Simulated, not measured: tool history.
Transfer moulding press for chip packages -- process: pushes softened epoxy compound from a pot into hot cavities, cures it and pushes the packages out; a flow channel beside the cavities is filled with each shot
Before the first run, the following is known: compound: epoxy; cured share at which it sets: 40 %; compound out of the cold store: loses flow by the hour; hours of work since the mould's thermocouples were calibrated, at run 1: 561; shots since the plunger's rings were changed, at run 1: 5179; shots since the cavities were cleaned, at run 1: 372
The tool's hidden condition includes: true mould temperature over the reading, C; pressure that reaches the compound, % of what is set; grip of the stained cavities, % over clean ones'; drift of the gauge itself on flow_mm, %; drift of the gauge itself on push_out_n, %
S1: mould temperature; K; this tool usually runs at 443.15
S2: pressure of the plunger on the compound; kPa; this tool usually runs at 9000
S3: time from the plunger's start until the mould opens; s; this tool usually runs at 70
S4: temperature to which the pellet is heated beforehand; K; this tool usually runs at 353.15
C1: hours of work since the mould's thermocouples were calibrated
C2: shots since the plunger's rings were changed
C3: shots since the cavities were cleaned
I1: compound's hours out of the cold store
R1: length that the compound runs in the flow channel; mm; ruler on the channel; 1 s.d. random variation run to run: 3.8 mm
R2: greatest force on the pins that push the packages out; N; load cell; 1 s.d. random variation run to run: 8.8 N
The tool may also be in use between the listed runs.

run,day,S1,S2,S3,S4,C1,C2,C3,I1,R1,R2
1,0,443.15,9000,70,353.15,561,5179,372,31,862,376
# day 0.567: cavities cleaned with cleaning compound and waxed
# day 1.458: plunger's sealing rings changed
# day 2.367: cavities cleaned with cleaning compound and waxed
2,2.367,451.15,9000,70,353.15,596,293,0,17.2,908,257
3,3.708,440.15,9000,70,353.15,618,758,465,29.2,880,472
# day 4.004: cavities cleaned with cleaning compound and waxed
# day 5.646: cavities cleaned with cleaning compound and waxed
4,6.121,443.15,8590,70,353.15,655,1551,163,8.7,967,417
# day 7.279: cavities cleaned with cleaning compound and waxed
5,7.958,443.15,8590,70,353.15,684,2168,235,9.2,951,422
# day 8.929: cavities cleaned with cleaning compound and waxed
# day 10.542: cavities cleaned with cleaning compound and waxed
6,11.004,443.15,9000,100,353.15,732,3181,160,12.1,958,245
# day 12.092: mould's thermocouples calibrated
# day 12.4: cavities cleaned with cleaning compound and waxed
7,13.012,443.15,9000,100,355.15,14,3827,212,31.9,857,229
# day 14.071: cavities cleaned with cleaning compound and waxed
# day 15.767: cavities cleaned with cleaning compound and waxed
8,16.196,443.15,9000,100,355.15,64,4889,150,46.8,787,239
# day 17.408: cavities cleaned with cleaning compound and waxed
# day 18.358: plunger's sealing rings changed
9,18.829,443.15,9000,100,355.15,105,164,457,21.9,908,241
# day 19.179: cavities cleaned with cleaning compound and waxed
# day 20.742: cavities cleaned with cleaning compound and waxed
10,21.042,443.15,9000,100,355.15,139,888,104,30.5,863,229
# day 22.512: cavities cleaned with cleaning compound and waxed
11,22.967,443.15,9000,100,355.15,169,1534,158,17.9,926,229
# day 24.112: cavities cleaned with cleaning compound and waxed
# day 25.871: cavities cleaned with cleaning compound and waxed
12,26.142,443.15,9000,100,355.15,219,2592,95,38.2,828,221

What does the tool deliver on the next run?
# day 27.525: cavities cleaned with cleaning compound and waxed
# day 29.121: cavities cleaned with cleaning compound and waxed
13,29.142,443.15,9000,100,355.15,266,3589,7,38.6,?,?

Run 13 came out at R1 824 mm, R2 233 N.
If the tool had no hidden condition, the same run with the same run-to-run variation would have returned R1 824 mm, R2 233 N.

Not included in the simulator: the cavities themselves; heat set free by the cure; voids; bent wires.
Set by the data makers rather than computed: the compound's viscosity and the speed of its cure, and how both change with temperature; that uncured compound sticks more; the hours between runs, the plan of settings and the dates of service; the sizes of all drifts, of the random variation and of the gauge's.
